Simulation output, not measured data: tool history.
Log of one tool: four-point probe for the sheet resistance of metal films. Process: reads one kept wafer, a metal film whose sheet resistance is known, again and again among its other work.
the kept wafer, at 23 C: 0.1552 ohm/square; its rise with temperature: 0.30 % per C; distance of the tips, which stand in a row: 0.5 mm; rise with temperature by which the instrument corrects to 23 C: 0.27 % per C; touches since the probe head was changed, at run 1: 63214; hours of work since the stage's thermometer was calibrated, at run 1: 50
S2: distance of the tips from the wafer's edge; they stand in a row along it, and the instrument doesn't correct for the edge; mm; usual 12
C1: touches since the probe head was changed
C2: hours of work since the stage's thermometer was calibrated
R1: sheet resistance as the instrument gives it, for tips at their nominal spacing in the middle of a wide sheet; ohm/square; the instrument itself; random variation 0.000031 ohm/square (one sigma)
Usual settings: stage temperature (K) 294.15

run 1 day=0 | stage_temperature_(K)=294.15 S2=12 | C1=63214 C2=50 | R1=0.154431
run 2 day=0.621 | stage_temperature_(K)=294.15 S2=12 | C1=64099 C2=60 | R1=0.154441
run 3 day=1.362 | stage_temperature_(K)=294.15 S2=12 | C1=65153 C2=73 | R1=0.154363
run 4 day=1.804 | stage_temperature_(K)=294.15 S2=12 | C1=65781 C2=80 | R1=0.154379
run 5 day=2.6 | stage_temperature_(K)=294.15 S2=12 | C1=66914 C2=93 | R1=0.15433
run 6 day=3.296 | stage_temperature_(K)=294.15 S2=12 | C1=67908 C2=105 | R1=0.154374
run 7 day=3.7 | stage_temperature_(K)=294.15 S2=12 | C1=68479 C2=111 | R1=0.154252
run 8 day=4.254 | stage_temperature_(K)=293.15 S2=12 | C1=69271 C2=121 | R1=0.154201
run 9 day=4.812 | stage_temperature_(K)=293.15 S2=12 | C1=70065 C2=130 | R1=0.154195
run 10 day=5.633 | stage_temperature_(K)=293.15 S2=12 | C1=71232 C2=143 | R1=0.154185
run 11 day=6.05 | stage_temperature_(K)=294.15 S2=12 | C1=71826 C2=150 | R1=0.154242
run 12 day=6.746 | stage_temperature_(K)=294.15 S2=12 | C1=72815 C2=162 | R1=0.15425
-- day=7.238 new probe head fitted
run 13 day=7.325 | stage_temperature_(K)=294.15 S2=12 | C1=121 C2=171 | R1=0.154567
run 14 day=8.146 | stage_temperature_(K)=295.15 S2=9 | C1=1289 C2=185 | R1=0.154768
run 15 day=8.662 | stage_temperature_(K)=295.15 S2=9 | C1=2025 C2=193 | R1=0.154713
run 16 day=9.35 | stage_temperature_(K)=294.15 S2=4 | C1=3008 C2=205 | R1=0.155677
run 17 day=10.138 | stage_temperature_(K)=294.15 S2=4 | C1=4129 C2=218 | R1=0.155665
run 18 day=10.979 | stage_temperature_(K)=294.15 S2=4 | C1=5325 C2=232 | R1=0.155605
run 19 day=11.762 | stage_temperature_(K)=294.15 S2=44 | C1=6438 C2=245 | R1=0.154364
run 20 day=12.183 | stage_temperature_(K)=299.15 S2=10 | C1=7041 C2=252 | R1=0.154863
run 21 day=12.862 | stage_temperature_(K)=291.15 S2=13 | C1=8006 C2=263 | R1=0.154329
run 22 day=13.242 | stage_temperature_(K)=293.15 S2=19 | C1=8543 C2=269 | R1=0.154221
run 23 day=13.638 | stage_temperature_(K)=300.15 S2=12 | C1=9108 C2=276 | R1=0.154775
run 24 day=14.067 | stage_temperature_(K)=299.15 S2=13 | C1=9719 C2=283 | R1=0.15473
run 25 day=14.933 | stage_temperature_(K)=303.15 S2=31 | C1=10957 C2=297 | R1=0.154792
run 26 day=15.338 | stage_temperature_(K)=293.15 S2=5 | C1=11532 C2=304 | R1=0.155066

4 ways to go on from here, each from the tool as it stands after run 26. What would each give?
run A day=15.829 | stage_temperature_(K)=293.15 S2=12 | C1=12230 C2=312 | R1=?
run B day=15.829 | stage_temperature_(K)=300.15 S2=35 | C1=12230 C2=312 | R1=?
run C day=15.829 | stage_temperature_(K)=300.15 S2=9 | C1=12230 C2=312 | R1=?
run D day=15.829 | stage_temperature_(K)=297.15 S2=8 | C1=12230 C2=312 | R1=?

run=A R1=0.154401
run=B R1=0.15458
run=C R1=0.154864
run=D R1=0.154732
Without the tool's hidden state the same runs would have given:
run=A R1=0.155233
run=B R1=0.155414
run=C R1=0.155699
run=D R1=0.155566
